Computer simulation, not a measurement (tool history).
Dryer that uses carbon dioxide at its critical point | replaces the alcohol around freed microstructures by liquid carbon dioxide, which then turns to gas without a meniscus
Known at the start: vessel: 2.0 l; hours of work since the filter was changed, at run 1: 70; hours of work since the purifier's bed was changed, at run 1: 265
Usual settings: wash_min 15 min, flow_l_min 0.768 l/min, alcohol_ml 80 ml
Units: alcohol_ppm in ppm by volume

run	hour	wash_min	flow_l_min	alcohol_ml	hours of work since the filter was changed	hours of work since the purifier's bed was changed	alcohol_ppm
1	0	15	0.768	80	70	265	412
2	22.9	15	0.768	80	86	281	433
3	45.4	15	0.843	80	102	297	323
4	64.9	15	0.843	80	116	310	345
5	79.6	15	0.843	80	126	320	353
6	94.1	15	0.843	28	136	331	218
7	105.2	15	0.534	28	144	338	643
8	130.6	15	0.768	80	161	356	516
9	150.5	15	0.768	80	175	370	530
10	163.9	15	0.664	80	185	379	867
11	177.1	15	0.768	69	194	389	495
12	190.8	15	0.768	69	204	398	490
13	207.8	15	0.935	69	215	410	301
14	226.6	15	0.768	76	229	423	554
# hour 233: inlet filter changed
15	240.2	15	0.768	103	5	432	522
16	254	13	0.768	80	15	442	727
17	275.2	13	0.849	80	30	457	543
18	290.8	15	0.768	33	40	467	327
19	309.9	14	0.768	28	54	481	372
20	328.3	13	1.266	28	67	494	241
21	344.5	13	1.266	28	78	505	238
22	361.2	15	0.768	92	90	517	594
23	380.7	21	0.549	55	103	530	452
# hour 389.4: purifier's bed changed
24	400.5	21	0.549	55	115	8	234
25	423.6	21	0.62	39	131	24	104
26	447.5	10	1.041	51	148	41	368
27	469.3	10	1.041	66	163	56	489
28	482.2	10	1.041	66	172	65	506
29	497.9	14	0.623	66	183	76	996
30	521.3	16	0.522	99	199	92	1724
31	544.4	16	0.522	99	216	108	1819
# hour 568: inlet filter changed
32	568	16	0.522	99	0	124	1379

How the hidden state differs across the entries between the runs, from the last listed run before each to the first after it:
Between runs 14 and 15: inlet filter changed (hour 233)
  flow that reaches the vessel past the clogged filter, %: 91.8 -> 99.6; alcohol in the recycled carbon dioxide, ppm: 195 -> 199.4
  measured less the result without the state, alcohol_ppm: +312 -> +196 ppm by volume
Between runs 23 and 24: purifier's bed changed (hour 389.4)
  flow that reaches the vessel past the clogged filter, %: 96.1 -> 95.6; alcohol in the recycled carbon dioxide, ppm: 248.4 -> 8.6
  measured less the result without the state, alcohol_ppm: +278 -> +49 ppm by volume
Between runs 31 and 32: inlet filter changed (hour 568)
  flow that reaches the vessel past the clogged filter, %: 92 -> 99.4; alcohol in the recycled carbon dioxide, ppm: 59.4 -> 67.9
  measured less the result without the state, alcohol_ppm: +502 -> +92 ppm by volume
